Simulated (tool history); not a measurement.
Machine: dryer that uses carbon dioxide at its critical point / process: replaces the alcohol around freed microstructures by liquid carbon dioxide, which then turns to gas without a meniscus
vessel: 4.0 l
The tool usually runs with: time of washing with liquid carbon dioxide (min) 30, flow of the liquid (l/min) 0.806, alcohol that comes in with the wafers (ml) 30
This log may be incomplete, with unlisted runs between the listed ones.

run	day	time of washing with liquid carbon dioxide (min)	flow of the liquid (l/min)	alcohol that comes in with the wafers (ml)	alcohol left in the vessel before it's heated (ppm by volume)
1	0	30	0.806	30	69
2	0.333	30	0.806	24	60
3	0.804	30	0.535	30	235
4	1.221	30	0.883	30	73
5	1.575	30	0.806	30	70
6	1.888	30	0.806	30	75
7	2.404	30	0.806	30	82
8	2.875	30	0.806	30	78
9	3.196	45	0.806	30	57
10	3.492	30	0.851	30	76
11	3.804	30	0.851	30	73
12	4.162	30	0.851	30	69
13	4.504	30	0.851	30	74
14	5.104	30	0.851	30	90
15	5.442	30	0.851	21	73
16	6.021	30	0.806	30	88
17	6.371	30	0.535	30	274
18	6.662	30	0.535	30	265
19	7.233	31	0.806	30	91
20	7.729	30	0.806	32	99
21	7.996	30	0.806	32	101
22	8.571	30	0.806	32	102
23	8.821	28	0.806	30	112
24	9.238	30	0.806	30	106
25	9.767	30	1.305	30	62
26	10.071	30	0.806	36	107
27	10.542	31	0.806	39	107
28	10.917	43	1.14	91	63
29	11.175	43	1.14	91	73
30	11.442	39	1.14	78	66
31	11.867	39	1.08	78	69
32	12.342	29	0.562	51	444
33	12.817	29	0.521	39	458
34	13.325	45	1.055	39	83
35	13.738	30	0.846	30	105
36	14.05	30	0.846	30	99
37	14.388	30	0.846	30	112
38	14.667	35	0.806	20	82
39	15.204	25	0.975	106	244
40	15.754	39	0.975	106	80
41	16.229	39	0.975	106	84
42	16.667	40	0.511	37	201
43	17.221	41	0.935	30	88
44	17.483	20	0.714	87	1210
45	17.933	19	0.714	87	1365
46	18.367	23	0.806	30	177
47	18.95	23	0.806	80	337

Between the runs listed above, the log contained 1 entry, not reproduced here. Where in the sequence does each belong, and how does what the log doesn't record of the tool's condition differ from the listed run before to the listed run after?
In the gap between runs 45 and 46: inlet filter changed (day 18.012)
  flow that reaches the vessel past the clogged filter, %: 86.9 -> 99.6; alcohol in the recycled carbon dioxide, ppm: 79.6 -> 80.5
  measured less the result without the state, alcohol left in the vessel before it's heated (ppm by volume): +520 -> +76

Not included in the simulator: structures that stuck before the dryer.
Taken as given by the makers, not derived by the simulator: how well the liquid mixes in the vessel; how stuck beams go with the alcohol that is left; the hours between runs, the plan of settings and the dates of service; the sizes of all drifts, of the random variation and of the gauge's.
